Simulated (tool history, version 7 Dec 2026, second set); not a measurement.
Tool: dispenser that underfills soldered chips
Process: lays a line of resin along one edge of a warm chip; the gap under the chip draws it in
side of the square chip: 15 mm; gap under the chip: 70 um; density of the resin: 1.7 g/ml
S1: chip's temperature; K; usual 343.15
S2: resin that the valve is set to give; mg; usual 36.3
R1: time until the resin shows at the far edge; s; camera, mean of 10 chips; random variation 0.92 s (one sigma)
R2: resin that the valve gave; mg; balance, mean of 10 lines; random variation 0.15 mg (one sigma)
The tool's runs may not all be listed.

| run | day | S1 | S2 | R1 | R2 |
|---|---|---|---|---|---|
| 1 | 0 | 343.15 | 36.3 | 101.9 | 36.25 |
|  | 0.188 | new syringe of resin |
| 2 | 0.204 | 343.15 | 37.1 | 83.3 | 36.75 |
| 3 | 0.433 | 343.15 | 37.1 | 100.5 | 37.02 |
| 4 | 0.562 | 343.15 | 36.3 | 113.7 | 36.1 |
|  | 0.642 | new syringe of resin |
| 5 | 0.721 | 343.15 | 36.3 | 86.5 | 35.97 |
| 6 | 0.95 | 343.15 | 36.3 | 105.2 | 35.59 |
|  | 1.112 | new syringe of resin |
| 7 | 1.167 | 343.15 | 34.9 | 87 | 34.26 |
| 8 | 1.346 | 343.15 | 34.9 | 102.3 | 34.04 |
| 9 | 1.508 | 345.15 | 36.3 | 101.5 | 35.37 |
|  | 1.571 | new syringe of resin |
| 10 | 1.679 | 345.15 | 36.3 | 84.1 | 35.31 |
| 11 | 1.792 | 343.15 | 36.3 | 102.2 | 35.08 |
| 12 | 1.921 | 343.15 | 36.3 | 111.2 | 35.22 |
|  | 2.021 | new syringe of resin |
| 13 | 2.138 | 332.15 | 32.1 | 165.1 | 31.15 |
| 14 | 2.25 | 346.15 | 38.3 | 85.8 | 36.91 |
| 15 | 2.35 | 347.15 | 39 | 88.8 | 37.75 |
|  | 2.471 | new syringe of resin |
| 16 | 2.583 | 331.15 | 33.8 | 168 | 32.38 |
| 17 | 2.738 | 345.15 | 35 | 93.3 | 33.64 |
| 18 | 2.854 | 345.15 | 35 | 103.6 | 33.51 |
|  | 2.925 | new syringe of resin |
| 19 | 3.012 | 346.15 | 40.5 | 77.4 | 38.66 |
| 20 | 3.179 | 341.15 | 38.3 | 111.9 | 36.47 |
| 21 | 3.279 | 343.15 | 39 | 108.3 | 36.95 |
|  | 3.383 | new syringe of resin |
| 22 | 3.508 | 343.15 | 39 | 88.5 | 36.83 |
| 23 | 3.654 | 346.15 | 38.9 | 85.5 | 36.6 |

Forecast each of these 4 alternatives for the next run:
|  | 3.838 | new syringe of resin |
| A | 3.838 | 350.15 | 35.8 | ? | ? |
|  | 3.838 | new syringe of resin |
| B | 3.838 | 345.15 | 35.6 | ? | ? |
|  | 3.838 | new syringe of resin |
| C | 3.838 | 348.15 | 31.5 | ? | ? |
|  | 3.838 | new syringe of resin |
| D | 3.838 | 356.15 | 40.6 | ? | ? |

| run | R1 | R2 |
|---|---|---|
| A | 60.8 | 33.99 |
| B | 77.4 | 33.43 |
| C | 69.7 | 29.7 |
| D | 43.9 | 38.27 |
Without the tool's hidden state the same runs would have given:
| run | R1 | R2 |
|---|---|---|
| A | 63.4 | 36.22 |
| B | 80.8 | 35.63 |
| C | 71.9 | 31.65 |
| D | 46 | 40.79 |
